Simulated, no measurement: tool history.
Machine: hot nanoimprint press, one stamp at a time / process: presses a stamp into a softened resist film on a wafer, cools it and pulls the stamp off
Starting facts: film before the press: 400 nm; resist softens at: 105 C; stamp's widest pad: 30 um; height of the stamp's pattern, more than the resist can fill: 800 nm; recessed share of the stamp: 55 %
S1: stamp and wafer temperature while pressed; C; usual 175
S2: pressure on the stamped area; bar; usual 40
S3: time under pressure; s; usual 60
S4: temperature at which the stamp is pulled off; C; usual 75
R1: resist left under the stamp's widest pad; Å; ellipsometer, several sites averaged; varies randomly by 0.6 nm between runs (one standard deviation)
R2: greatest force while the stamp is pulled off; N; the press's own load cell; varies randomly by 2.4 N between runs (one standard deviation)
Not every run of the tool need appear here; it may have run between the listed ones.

run 1 hour=0 | S1=175 S2=40 S3=60 S4=75 | R1=2198 R2=121
run 2 hour=24.3 | S1=175 S2=40 S3=60 S4=75 | R1=2195 R2=119
run 3 hour=43.3 | S1=175 S2=40 S3=60 S4=75 | R1=2190 R2=120
run 4 hour=67 | S1=175 S2=40 S3=60 S4=75 | R1=2192 R2=120
run 5 hour=91.1 | S1=175 S2=40 S3=60 S4=75 | R1=2184 R2=124
run 6 hour=107.2 | S1=175 S2=40 S3=60 S4=75 | R1=2184 R2=120
run 7 hour=117.6 | S1=175 S2=40 S3=38 S4=75 | R1=2527 R2=123
run 8 hour=135.2 | S1=175 S2=40 S3=38 S4=75 | R1=2511 R2=130
-- hour=141.9 plate thermocouple calibrated
run 9 hour=153.2 | S1=175 S2=40 S3=60 S4=75 | R1=2126 R2=122
run 10 hour=169.3 | S1=175 S2=40 S3=60 S4=75 | R1=2119 R2=126
run 11 hour=190.4 | S1=175 S2=40 S3=60 S4=63 | R1=2122 R2=154
run 12 hour=202.1 | S1=175 S2=40 S3=60 S4=63 | R1=2120 R2=162
run 13 hour=218.6 | S1=175 S2=41.7 S3=60 S4=75 | R1=2086 R2=130
run 14 hour=234.8 | S1=175 S2=40 S3=60 S4=75 | R1=2104 R2=132
-- hour=246.5 plate thermocouple calibrated, once more
run 15 hour=262.3 | S1=175 S2=40 S3=54 S4=75 | R1=2343 R2=134
run 16 hour=276.2 | S1=180 S2=62.8 S3=71 S4=75 | R1=1462 R2=138
run 17 hour=286.9 | S1=168 S2=62.8 S3=71 S4=63 | R1=2303 R2=166
run 18 hour=304.1 | S1=168 S2=62.8 S3=71 S4=63 | R1=2297 R2=166
run 19 hour=315.4 | S1=184 S2=62.8 S3=95 S4=60 | R1=1105 R2=178
run 20 hour=338.5 | S1=183 S2=24 S3=79 S4=80 | R1=1930 R2=124
run 21 hour=356.2 | S1=183 S2=24 S3=79 S4=83 | R1=1919 R2=121
run 22 hour=377.1 | S1=175 S2=45.6 S3=32 S4=75 | R1=2595 R2=141
-- hour=398.3 stamp cleaned and given a new release coat
run 23 hour=407.8 | S1=175 S2=45.6 S3=32 S4=75 | R1=2598 R2=110
run 24 hour=420.1 | S1=169 S2=57.2 S3=60 S4=71 | R1=2423 R2=120
run 25 hour=442 | S1=169 S2=57.2 S3=60 S4=71 | R1=2404 R2=127
run 26 hour=458.6 | S1=169 S2=57.2 S3=60 S4=71 | R1=2402 R2=122
run 27 hour=473.7 | S1=181 S2=40 S3=31 S4=64 | R1=2313 R2=142
run 28 hour=495.9 | S1=181 S2=45.4 S3=56 S4=71 | R1=1769 R2=127
run 29 hour=512 | S1=172 S2=29.4 S3=60 S4=73 | R1=2717 R2=127
run 30 hour=536.8 | S1=178 S2=29.4 S3=37 S4=73 | R1=2632 R2=128

For some of the steps in R1 from one run to the next: how much would appear even if the tool had no hidden state, given the settings, what came in and random variation, and how much remains for the hidden state plus any gauge scatter that the measured result and the result without hidden state don't share?
Unlogged tool condition in this case: true temperature over the reading, C; pressure that arrives at the usual setting, %; grip of the stamp's worn release coat, % over a new coat's; drift of the gauge itself on residual_nm, %; drift of the gauge itself on pull_off_n, %.
Run 8 -> 9: S3 38 -> 60, plate thermocouple calibrated. R1 -385 Å: hidden state -58, all else -327.
Run 14 -> 15: S3 60 -> 54, plate thermocouple calibrated, once more. R1 +239 Å: hidden state +141, all else +98.
Run 15 -> 16: S1 175 -> 180, S2 40 -> 62.8, S3 54 -> 71. R1 -881 Å: hidden state +3, all else -884.
Run 18 -> 19: S1 168 -> 184, S3 71 -> 95, S4 63 -> 60. R1 -1192 Å: hidden state +0, all else -1192.
Run 28 -> 29: S1 181 -> 172, S2 45.4 -> 29.4, S3 56 -> 60, S4 71 -> 73. R1 +948 Å: hidden state -12, all else +960.

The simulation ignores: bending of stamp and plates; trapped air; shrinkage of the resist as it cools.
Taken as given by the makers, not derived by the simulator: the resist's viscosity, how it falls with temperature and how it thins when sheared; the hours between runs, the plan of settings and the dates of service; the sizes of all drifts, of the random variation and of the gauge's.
